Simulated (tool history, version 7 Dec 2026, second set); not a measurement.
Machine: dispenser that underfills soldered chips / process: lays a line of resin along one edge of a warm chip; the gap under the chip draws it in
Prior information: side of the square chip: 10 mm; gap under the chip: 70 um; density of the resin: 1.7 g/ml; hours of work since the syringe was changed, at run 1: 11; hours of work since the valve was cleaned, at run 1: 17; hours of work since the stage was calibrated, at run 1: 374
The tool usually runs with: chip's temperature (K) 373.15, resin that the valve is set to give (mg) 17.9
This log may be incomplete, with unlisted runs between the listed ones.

| run | hour | chip's temperature (K) | resin that the valve is set to give (mg) | hours of work since the syringe was changed | hours of work since the valve was cleaned | hours of work since the stage was calibrated | time until the resin shows at the far edge (s) | resin that the valve gave (mg) |
|---|---|---|---|---|---|---|---|---|
| 1 | 0 | 373.15 | 17.9 | 11 | 17 | 374 | 47.8 | 17.81 |
|  | 1.4 | new syringe of resin |
| 2 | 12.5 | 373.15 | 17.9 | 8 | 26 | 383 | 39 | 17.58 |
|  | 19.1 | new syringe of resin |
| 3 | 20.2 | 362.15 | 17.9 | 1 | 31 | 388 | 48.5 | 17.68 |
| 4 | 27 | 362.15 | 17.9 | 5 | 35 | 392 | 58.8 | 17.58 |
|  | 36.8 | new syringe of resin |
| 5 | 37.6 | 376.15 | 17.9 | 1 | 42 | 399 | 25.3 | 17.39 |
| 6 | 51 | 373.15 | 23.2 | 10 | 52 | 409 | 43.8 | 22.35 |
|  | 55.1 | new syringe of resin |
| 7 | 62.6 | 372.15 | 23.2 | 5 | 59 | 417 | 36.6 | 22.28 |
|  | 72.5 | new syringe of resin |
| 8 | 76 | 372.15 | 23.2 | 2 | 68 | 426 | 32.1 | 22.04 |
| 9 | 83.7 | 372.15 | 23.2 | 8 | 74 | 431 | 41.6 | 22.16 |
|  | 90.3 | new syringe of resin |
| 10 | 90.9 | 373.15 | 17.9 | 0 | 78 | 436 | 29.3 | 16.94 |
| 11 | 103.4 | 373.15 | 17.9 | 9 | 87 | 444 | 42.9 | 16.88 |
|  | 108.1 | new syringe of resin |
| 12 | 116.4 | 373.15 | 17.9 | 6 | 96 | 453 | 36.5 | 16.63 |
|  | 125.7 | new syringe of resin |
| 13 | 126.1 | 373.15 | 17.9 | 0 | 102 | 459 | 28.8 | 16.72 |
|  | 129.6 | dispensing valve cleaned and set on the balance |
| 14 | 141 | 373.15 | 17.5 | 10 | 8 | 469 | 44.5 | 17.26 |
|  | 144.5 | new syringe of resin |
| 15 | 151 | 370.15 | 18.4 | 4 | 15 | 476 | 37.6 | 18.44 |
| 16 | 158.4 | 388.15 | 20.3 | 10 | 20 | 481 | 22.5 | 19.82 |
|  | 162.6 | new syringe of resin |
| 17 | 171.2 | 385.15 | 23.3 | 6 | 28 | 489 | 21.7 | 22.68 |
| 18 | 179.5 | 370.15 | 19.7 | 12 | 34 | 495 | 53 | 19.11 |
|  | 180.5 | new syringe of resin |
| 19 | 186.8 | 370.15 | 19.7 | 4 | 39 | 500 | 40.6 | 19.25 |
| 20 | 197 | 373.15 | 15.8 | 11 | 46 | 507 | 50.2 | 15.37 |
|  | 198.2 | new syringe of resin |
| 21 | 211.6 | 380.15 | 15.8 | 9 | 56 | 517 | 31.8 | 15.14 |
|  | 216 | new syringe of resin |
| 22 | 225.3 | 380.15 | 15.8 | 6 | 65 | 526 | 29.5 | 15.02 |
|  | 234.2 | new syringe of resin |
| 23 | 235.1 | 380.15 | 15.8 | 1 | 71 | 533 | 21.6 | 15.02 |
| 24 | 242.1 | 379.15 | 22.9 | 5 | 76 | 537 | 26.5 | 21.8 |
| 25 | 250.6 | 367.15 | 23 | 11 | 82 | 543 | 59.4 | 21.94 |
|  | 252.1 | new syringe of resin |
| 26 | 264.5 | 375.15 | 18.4 | 9 | 91 | 553 | 37.6 | 17.25 |
|  | 270.3 | new syringe of resin |
| 27 | 270.8 | 382.15 | 19.2 | 0 | 96 | 557 | 18.8 | 17.85 |
| 28 | 276.7 | 361.15 | 20.5 | 4 | 100 | 561 | 58.1 | 19.07 |

Branching from run 28: 5 alternative next runs. What would each branch give?
|  | 284.3 | dispensing valve cleaned and set on the balance |
|  | 288.9 | new syringe of resin |
| A | 289.4 | 388.15 | 17.9 | 0 | 3 | 569 | ? | ? |
|  | 284.3 | dispensing valve cleaned and set on the balance |
|  | 288.9 | new syringe of resin |
| B | 289.4 | 376.15 | 18.5 | 0 | 3 | 569 | ? | ? |
|  | 284.3 | dispensing valve cleaned and set on the balance |
|  | 288.9 | new syringe of resin |
| C | 289.4 | 362.15 | 17.9 | 0 | 3 | 569 | ? | ? |
|  | 284.3 | dispensing valve cleaned and set on the balance |
|  | 288.9 | new syringe of resin |
| D | 289.4 | 361.15 | 21.6 | 0 | 3 | 569 | ? | ? |
|  | 284.3 | dispensing valve cleaned and set on the balance |
|  | 288.9 | new syringe of resin |
| E | 289.4 | 375.15 | 23 | 0 | 3 | 569 | ? | ? |

| run | time until the resin shows at the far edge (s) | resin that the valve gave (mg) |
|---|---|---|
| A | 15 | 17.87 |
| B | 24.8 | 18.45 |
| C | 45.8 | 17.97 |
| D | 48 | 21.73 |
| E | 24.7 | 23 |
What these runs would have given with no unlogged condition in the tool:
| run | time until the resin shows at the far edge (s) | resin that the valve gave (mg) |
|---|---|---|
| A | 15.6 | 17.91 |
| B | 26 | 18.49 |
| C | 48.1 | 18 |
| D | 50.4 | 21.77 |
| E | 25.8 | 23.05 |

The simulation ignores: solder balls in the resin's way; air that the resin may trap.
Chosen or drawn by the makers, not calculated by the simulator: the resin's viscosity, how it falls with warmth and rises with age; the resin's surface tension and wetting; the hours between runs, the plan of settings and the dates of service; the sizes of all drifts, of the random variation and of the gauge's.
